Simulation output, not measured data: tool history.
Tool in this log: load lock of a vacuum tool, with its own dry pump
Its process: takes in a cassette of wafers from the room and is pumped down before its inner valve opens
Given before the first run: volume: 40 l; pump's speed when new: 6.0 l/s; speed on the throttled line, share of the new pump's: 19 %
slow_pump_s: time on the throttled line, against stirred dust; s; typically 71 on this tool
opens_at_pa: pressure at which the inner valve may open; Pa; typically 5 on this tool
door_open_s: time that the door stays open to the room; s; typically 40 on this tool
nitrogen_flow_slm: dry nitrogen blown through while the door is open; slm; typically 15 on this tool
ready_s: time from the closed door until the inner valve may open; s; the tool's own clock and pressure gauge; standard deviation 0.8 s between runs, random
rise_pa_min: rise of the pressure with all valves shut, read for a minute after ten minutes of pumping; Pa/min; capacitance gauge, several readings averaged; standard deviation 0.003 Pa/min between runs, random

run     day  slow_pump_s  opens_at_pa  door_open_s  nitrogen_flow_slm  incoming humidity of the room's air, %  ready_s  rise_pa_min
  1       0           71            5           40                 15                                    43.1    125.9        0.423
  2   4.221           71            5           40                 15                                    48.2      127        0.438
  3   6.358           71            7           40                 15                                    44.8    124.3        0.448
  4   9.892           71            7           40                 15                                    48.2      125        0.452
  5  11.871           71            5           40                 15                                    45.1    127.6        0.451
  6  15.812           39            5           40                 15                                    43.6    101.6        0.458
  7   20.45          129            5           40                 15                                    46.2    172.1        0.463
  8  25.025          129            5           40                 15                                    45.8      174        0.477
  9  28.433          129            5           40                 15                                      45    175.2        0.485
 10  30.571          129            5           40                 15                                      46    172.6        0.492
 11  35.204          129            5           34                 15                                    45.3    173.8        0.481
 12  38.725          129            5           34                 15                                    45.4    174.4        0.505
 13  43.175          129            5           34                 15                                    40.1    173.2        0.511
 14  47.071          129            5           34                 15                                      47      172        0.521
 15  51.367          129            5           34                 15                                    47.9      174        0.512
 16  55.342          129            5           34                 15                                    46.7    174.9        0.531
 17  58.379          129            5           34                  7                                    46.7    175.3        0.527
 18  61.946          104            6          121                 11                                    45.7      154        0.568
 19  66.325           71            6           40                 32                                    45.8    126.7        0.557
 20  69.262           66            6           40                 29                                    43.2    124.3        0.553
 21  72.279           66            6           40                 29                                    47.7    122.6        0.557
 22   74.45           66            6           40                 29                                    47.2    122.4        0.576
 23  76.825           66            6           40                 29                                    44.8    122.7        0.569
 24  80.962           66            6          116                 10                                    44.3    124.1        0.614
 25   83.25           38            5           40                 10                                      47    101.8        0.594
 26  87.888           38            5           40                 10                                    41.5    102.5        0.592

4 options for the next run, each taken on its own from the tool as it stands now. Forecast them:
  A  91.471           75            7           40                  7                                    46.3        ?            ?
  B  91.471           71            4           40                 15                                    43.3        ?            ?
  C  91.471           59            5           40                  9                                    48.9        ?            ?
  D  91.471           41            5           40                 10                                    44.9        ?            ?

run  ready_s  rise_pa_min
  A    131.3        0.606
  B    129.8        0.598
  C    120.8        0.605
  D      105        0.605
What these runs would have given with no unlogged condition in the tool:
run  ready_s  rise_pa_min
  A    126.9        0.028
  B    124.9         0.02
  C    115.9        0.025
  D     99.9        0.025
